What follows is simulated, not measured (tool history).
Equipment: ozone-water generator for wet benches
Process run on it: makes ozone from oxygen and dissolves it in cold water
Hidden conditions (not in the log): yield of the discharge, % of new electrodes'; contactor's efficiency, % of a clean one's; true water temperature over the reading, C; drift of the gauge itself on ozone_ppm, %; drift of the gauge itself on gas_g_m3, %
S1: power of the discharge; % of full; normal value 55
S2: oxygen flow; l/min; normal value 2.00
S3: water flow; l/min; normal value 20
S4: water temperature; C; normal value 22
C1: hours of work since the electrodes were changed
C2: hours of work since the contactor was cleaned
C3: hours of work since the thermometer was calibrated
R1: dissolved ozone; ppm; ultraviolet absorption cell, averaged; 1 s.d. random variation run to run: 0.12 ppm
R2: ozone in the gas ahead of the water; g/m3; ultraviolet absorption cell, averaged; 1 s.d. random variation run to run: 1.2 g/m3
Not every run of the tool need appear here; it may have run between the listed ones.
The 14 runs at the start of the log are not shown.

| run | hour | S1 | S2 | S3 | S4 | C1 | C2 | C3 | R1 | R2 |
|---|---|---|---|---|---|---|---|---|---|---|
| 15 | 682.5 | 55 | 2.00 | 20 | 20 | 1835 | 4428 | 743 | 11.5 | 218.3 |
| 16 | 738.4 | 68 | 1.73 | 20 | 20 | 1884 | 4477 | 792 | 13.0 | 275.7 |
| 17 | 800.2 | 80 | 2.00 | 20 | 22 | 1938 | 4531 | 846 | 14.6 | 283.9 |
| 18 | 856.0 | 55 | 1.37 | 20 | 29 | 1987 | 4580 | 895 | 10.2 | 280.4 |
| 19 | 882.2 | 55 | 1.37 | 16 | 18 | 2010 | 4603 | 918 | 14.1 | 282.5 |
| 20 | 930.3 | 64 | 1.86 | 19 | 21 | 2052 | 4645 | 960 | 13.4 | 255.1 |
| 21 | 972.1 | 43 | 1.76 | 23 | 17 | 2089 | 4682 | 997 | 8.6 | 202.0 |
| 22 | 1017.0 | 55 | 1.11 | 20 | 25 | 2128 | 4721 | 1036 | 10.3 | 321.4 |
| 23 | 1076.6 | 55 | 1.11 | 20 | 25 | 2180 | 4774 | 1089 | 10.3 | 324.9 |
| 24 | 1125.5 | 55 | 1.11 | 20 | 25 | 2223 | 4816 | 1131 | 10.3 | 321.8 |
| 25 | 1161.3 | 80 | 2.00 | 28 | 22 | 2255 | 4848 | 1163 | 9.9 | 280.7 |
| 26 | 1198.9 | 55 | 3.23 | 20 | 30 | 2287 | 4881 | 1196 | 10.3 | 159.1 |
| 27 | 1261.3 | 52 | 2.00 | 20 | 22 | 2342 | 4936 | 1250 | 10.8 | 209.1 |
| 28 | 1320.0 | 52 | 2.00 | 20 | 22 | 2394 | 4987 | 1302 | 11.0 | 209.7 |
| 29 | 1355.9 | 55 | 1.67 | 15 | 22 | 2425 | 5018 | 1333 | 14.9 | 245.1 |
| 30 | 1401.1 | 55 | 1.67 | 15 | 22 | 2465 | 5058 | 1373 | 15.0 | 245.2 |

Consider 5 possible next runs. They are alternatives, not a sequence: every one starts from the tool as it was left by run 30. What does each give?
| A | 1463.1 | 95 | 2.00 | 20 | 22 | 2519 | 5112 | 1427 | ? | ? |
| B | 1463.1 | 42 | 2.00 | 20 | 22 | 2519 | 5112 | 1427 | ? | ? |
| C | 1463.1 | 55 | 1.67 | 15 | 24 | 2519 | 5112 | 1427 | ? | ? |
| D | 1463.1 | 68 | 1.67 | 15 | 22 | 2519 | 5112 | 1427 | ? | ? |
| E | 1463.1 | 40 | 1.67 | 15 | 28 | 2519 | 5112 | 1427 | ? | ? |

| run | R1 | R2 |
|---|---|---|
| A | 16.3 | 317.9 |
| B | 9.5 | 181.7 |
| C | 14.9 | 247.8 |
| D | 17.4 | 282.5 |
| E | 11.4 | 198.6 |
What these runs would have given with no unlogged condition in the tool:
| run | R1 | R2 |
|---|---|---|
| A | 16.3 | 318.3 |
| B | 9.5 | 181.8 |
| C | 15.0 | 248.0 |
| D | 17.5 | 282.8 |
| E | 11.4 | 198.7 |
